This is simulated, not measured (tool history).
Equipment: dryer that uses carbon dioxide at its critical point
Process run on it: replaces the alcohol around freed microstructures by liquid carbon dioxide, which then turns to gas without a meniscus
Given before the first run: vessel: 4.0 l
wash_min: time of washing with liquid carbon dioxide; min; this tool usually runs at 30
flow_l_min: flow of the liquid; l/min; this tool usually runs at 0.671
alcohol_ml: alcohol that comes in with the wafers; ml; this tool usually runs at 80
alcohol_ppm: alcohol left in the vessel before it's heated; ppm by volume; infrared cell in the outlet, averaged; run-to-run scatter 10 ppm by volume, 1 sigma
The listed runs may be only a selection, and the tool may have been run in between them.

| run | hour | wash_min | flow_l_min | alcohol_ml | alcohol_ppm |
|---|---|---|---|---|---|
| 1 | 0 | 30 | 0.671 | 80 | 792 |
| 2 | 30.4 | 30 | 0.671 | 80 | 830 |
| 3 | 62 | 30 | 0.671 | 80 | 835 |
|  | 68.9 | inlet filter changed |
| 4 | 91.5 | 30 | 0.671 | 80 | 636 |
| 5 | 123.6 | 30 | 0.671 | 80 | 675 |
| 6 | 140.5 | 30 | 1.113 | 80 | 101 |
| 7 | 167.7 | 30 | 1.113 | 80 | 118 |
| 8 | 185.6 | 30 | 1.113 | 80 | 125 |
| 9 | 200.9 | 30 | 0.671 | 80 | 727 |
| 10 | 237.8 | 30 | 0.671 | 80 | 755 |
| 11 | 262 | 30 | 0.441 | 80 | 2250 |
| 12 | 293.7 | 30 | 0.441 | 80 | 2287 |
| 13 | 330.7 | 30 | 0.441 | 80 | 2330 |
| 14 | 347.4 | 30 | 0.671 | 80 | 890 |
|  | 379.7 | inlet filter changed |
| 15 | 381.9 | 30 | 0.671 | 80 | 660 |
| 16 | 405.4 | 30 | 0.671 | 80 | 679 |
| 17 | 437 | 30 | 0.671 | 80 | 717 |
| 18 | 455.8 | 27 | 0.671 | 80 | 989 |
| 19 | 478.9 | 27 | 0.671 | 80 | 1019 |
| 20 | 503.8 | 27 | 0.671 | 80 | 1062 |
| 21 | 539.2 | 27 | 0.671 | 80 | 1064 |
| 22 | 564.5 | 30 | 0.671 | 80 | 820 |
| 23 | 592.2 | 29 | 0.671 | 26 | 385 |
| 24 | 616.7 | 30 | 0.851 | 80 | 451 |
| 25 | 650.1 | 30 | 0.851 | 80 | 471 |
| 26 | 676.1 | 30 | 0.851 | 80 | 501 |
|  | 690.7 | inlet filter changed |
| 27 | 696.3 | 30 | 0.671 | 35 | 375 |
| 28 | 733.2 | 39 | 0.947 | 116 | 176 |
| 29 | 765.4 | 44 | 0.586 | 68 | 326 |
| 30 | 786.4 | 46 | 0.492 | 26 | 260 |
| 31 | 822.9 | 29 | 0.564 | 81 | 1430 |
| 32 | 859.3 | 19 | 0.769 | 33 | 902 |
| 33 | 875.3 | 30 | 0.671 | 118 | 1238 |
| 34 | 907 | 30 | 0.831 | 109 | 665 |
| 35 | 943.4 | 40 | 0.556 | 80 | 694 |
| 36 | 968.3 | 21 | 0.588 | 21 | 879 |
|  | 1001.7 | inlet filter changed |
| 37 | 1006.5 | 21 | 0.588 | 21 | 758 |
| 38 | 1024.9 | 47 | 0.588 | 21 | 207 |
| 39 | 1055.5 | 30 | 0.671 | 113 | 1041 |
| 40 | 1080.9 | 23 | 0.875 | 96 | 979 |
| 41 | 1113.7 | 19 | 1.098 | 34 | 436 |
| 42 | 1150.7 | 19 | 1.098 | 34 | 477 |

Run 43, settings as shown, results not yet in. Your forecast:
| 43 | 1185.8 | 19 | 1.098 | 34 | ? |

Run 43 came out at alcohol_ppm 488 ppm by volume.
Take away the tool's hidden state, keep the run-to-run variation as it was, and the same run would have given alcohol_ppm 240 ppm by volume.

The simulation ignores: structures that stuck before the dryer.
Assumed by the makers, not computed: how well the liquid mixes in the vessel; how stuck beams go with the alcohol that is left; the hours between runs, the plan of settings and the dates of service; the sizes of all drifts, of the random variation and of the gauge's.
